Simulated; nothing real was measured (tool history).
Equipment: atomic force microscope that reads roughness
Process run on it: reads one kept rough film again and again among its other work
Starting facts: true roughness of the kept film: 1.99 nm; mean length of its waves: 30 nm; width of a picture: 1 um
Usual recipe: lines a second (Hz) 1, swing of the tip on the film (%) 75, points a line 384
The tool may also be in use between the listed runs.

| run | hour | lines a second (Hz) | swing of the tip on the film (%) | points a line | roughness of the kept film (nm (root mean square)) |
|---|---|---|---|---|---|
| 1 | 0 | 1 | 75 | 384 | 1.613 |
| 2 | 15.4 | 1 | 75 | 384 | 1.577 |
| 3 | 35.7 | 1 | 75 | 384 | 1.555 |
| 4 | 52.2 | 1 | 75 | 384 | 1.553 |
| 5 | 72.7 | 1 | 75 | 384 | 1.531 |
| 6 | 92.1 | 1 | 75 | 384 | 1.51 |
| 7 | 107.7 | 1 | 75 | 335 | 1.503 |
| 8 | 122.4 | 1 | 75 | 335 | 1.483 |
| 9 | 142.2 | 2.55 | 75 | 384 | 1.365 |
| 10 | 153.8 | 2.55 | 75 | 384 | 1.362 |
| 11 | 171.6 | 2.55 | 75 | 384 | 1.594 |
| 12 | 185.4 | 2.55 | 75 | 384 | 1.575 |
| 13 | 199 | 1.17 | 75 | 384 | 1.69 |
| 14 | 218.7 | 1.78 | 75 | 384 | 1.614 |
| 15 | 238 | 1.78 | 75 | 384 | 1.6 |
| 16 | 255.6 | 1.78 | 75 | 384 | 1.582 |
| 17 | 275.8 | 1.11 | 75 | 384 | 1.642 |
| 18 | 286.7 | 1 | 75 | 384 | 1.632 |
| 19 | 299.6 | 1 | 75 | 384 | 1.622 |
| 20 | 317.5 | 1 | 75 | 384 | 1.601 |
| 21 | 334.3 | 1 | 75 | 384 | 1.597 |
| 22 | 344.5 | 2.87 | 75 | 384 | 1.438 |
| 23 | 354.4 | 2.87 | 75 | 384 | 1.41 |
| 24 | 368.3 | 1 | 64 | 384 | 1.596 |
| 25 | 380.2 | 1 | 64 | 384 | 1.594 |
| 26 | 398.9 | 1 | 64 | 384 | 1.571 |
| 27 | 414.9 | 1 | 64 | 384 | 1.549 |
| 28 | 428.6 | 0.69 | 59 | 279 | 1.56 |
| 29 | 442.1 | 0.69 | 59 | 465 | 1.569 |
| 30 | 457.4 | 0.69 | 59 | 465 | 1.553 |
| 31 | 470.7 | 0.69 | 59 | 465 | 1.536 |
| 32 | 481.8 | 3.61 | 73 | 384 | 1.547 |
| 33 | 490.3 | 3.61 | 73 | 384 | 1.529 |
| 34 | 499.4 | 1.17 | 85 | 384 | 1.64 |
| 35 | 511 | 1.33 | 55 | 605 | 1.78 |
| 36 | 531.2 | 2.86 | 59 | 1013 | 1.704 |
| 37 | 550.1 | 2.86 | 59 | 1013 | 1.673 |
| 38 | 563.8 | 2.86 | 59 | 1013 | 1.663 |
| 39 | 572.6 | 0.61 | 59 | 937 | 1.737 |
| 40 | 586.4 | 0.61 | 66 | 881 | 1.708 |
| 41 | 595.9 | 1.01 | 76 | 791 | 1.626 |
| 42 | 610.9 | 1 | 57 | 941 | 1.693 |
| 43 | 621.7 | 2.45 | 68 | 1021 | 1.559 |
| 44 | 630.5 | 2.45 | 68 | 1021 | 1.559 |
| 45 | 651.2 | 2.12 | 68 | 1021 | 1.554 |
| 46 | 668.1 | 1 | 84 | 676 | 1.515 |
| 47 | 679.1 | 0.5 | 75 | 327 | 1.596 |
| 48 | 697 | 1 | 56 | 310 | 1.604 |
| 49 | 712.4 | 1.36 | 75 | 970 | 1.502 |
| 50 | 732 | 1.36 | 75 | 335 | 1.485 |
| 51 | 740.5 | 0.78 | 63 | 545 | 1.579 |
| 52 | 749.2 | 2.9 | 76 | 444 | 1.359 |

Between the runs listed above, the log contained 2 entries, not reproduced here. Where in the sequence does each belong, and how does what the log doesn't record of the tool's condition differ from the listed run before to the listed run after?
Run 10 -> run 11: new tip fitted (hour 156.1)
  radius of the tip, nm: 30.3 -> 8.2; height scale over the true one, %: -0.01 -> -0.02
  measured less the result without the state, roughness of the kept film (nm (root mean square)): -0.261 -> -0.016
Run 31 -> run 32: new tip fitted (hour 479.5)
  radius of the tip, nm: 29.5 -> 7.6
  measured less the result without the state, roughness of the kept film (nm (root mean square)): -0.288 -> -0.01

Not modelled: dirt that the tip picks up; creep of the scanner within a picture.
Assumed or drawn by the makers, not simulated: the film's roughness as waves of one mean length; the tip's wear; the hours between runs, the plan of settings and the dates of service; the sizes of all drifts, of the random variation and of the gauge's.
